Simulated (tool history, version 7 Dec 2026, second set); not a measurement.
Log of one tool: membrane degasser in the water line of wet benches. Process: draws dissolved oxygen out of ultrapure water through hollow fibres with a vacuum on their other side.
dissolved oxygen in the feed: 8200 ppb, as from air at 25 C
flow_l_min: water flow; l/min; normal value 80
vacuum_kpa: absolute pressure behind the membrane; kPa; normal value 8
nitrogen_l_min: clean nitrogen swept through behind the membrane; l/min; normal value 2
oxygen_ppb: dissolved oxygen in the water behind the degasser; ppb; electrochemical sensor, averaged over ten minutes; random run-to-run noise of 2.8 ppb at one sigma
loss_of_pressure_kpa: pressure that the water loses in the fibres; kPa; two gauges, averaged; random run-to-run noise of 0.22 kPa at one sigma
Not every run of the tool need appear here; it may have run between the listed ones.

| run | hour | flow_l_min | vacuum_kpa | nitrogen_l_min | oxygen_ppb | loss_of_pressure_kpa |
|---|---|---|---|---|---|---|
| 1 | 0 | 80 | 8 | 2 | 386.2 | 51.85 |
| 2 | 85.4 | 68 | 8 | 2 | 334.9 | 44.28 |
| 3 | 235.4 | 68 | 8 | 2 | 337.2 | 44.3 |
| 4 | 323.2 | 68 | 8 | 2 | 333.1 | 43.99 |
| 5 | 398.9 | 80 | 8 | 2 | 389.7 | 52.09 |
| 6 | 563.2 | 80 | 8 | 2 | 392.6 | 51.9 |
| 7 | 716.1 | 80 | 8 | 2 | 391 | 51.96 |
| 8 | 791.2 | 80 | 8 | 2 | 391.1 | 51.77 |
| 9 | 882.3 | 80 | 8 | 2 | 391.1 | 51.95 |
| 10 | 1014.5 | 80 | 8 | 2 | 390 | 52 |
| 11 | 1143.5 | 80 | 8 | 2.45 | 336.7 | 52.11 |
| 12 | 1222.6 | 80 | 8 | 2.45 | 335.6 | 51.77 |
| 13 | 1308.7 | 80 | 8 | 3.52 | 252.1 | 52.11 |
| 14 | 1476.1 | 80 | 8 | 3.52 | 253.2 | 51.73 |
| 15 | 1563 | 80 | 8 | 3.52 | 251.7 | 52.11 |
| 16 | 1729.8 | 56 | 8 | 2 | 284.9 | 36.39 |
| 17 | 1815.7 | 80 | 8 | 3.06 | 286.4 | 51.84 |
| 18 | 1976.7 | 80 | 8 | 3.06 | 287.6 | 52 |
| 19 | 2101.1 | 80 | 10.45 | 3.06 | 411.7 | 52.39 |
| 20 | 2273.1 | 80 | 8 | 2.76 | 305.8 | 52.38 |
| 21 | 2360.9 | 80 | 11.95 | 3.67 | 421.6 | 52.29 |

Expected results for the next run?
| 22 | 2436.7 | 51 | 10.18 | 5.46 | ? | ? |

{"run 22": {"oxygen_ppb": 155.1, "loss_of_pressure_kpa": 32.96}}
Had the tool carried no hidden state, the very same run would have given oxygen_ppb 154.9 ppb, loss_of_pressure_kpa 32.91 kPa.

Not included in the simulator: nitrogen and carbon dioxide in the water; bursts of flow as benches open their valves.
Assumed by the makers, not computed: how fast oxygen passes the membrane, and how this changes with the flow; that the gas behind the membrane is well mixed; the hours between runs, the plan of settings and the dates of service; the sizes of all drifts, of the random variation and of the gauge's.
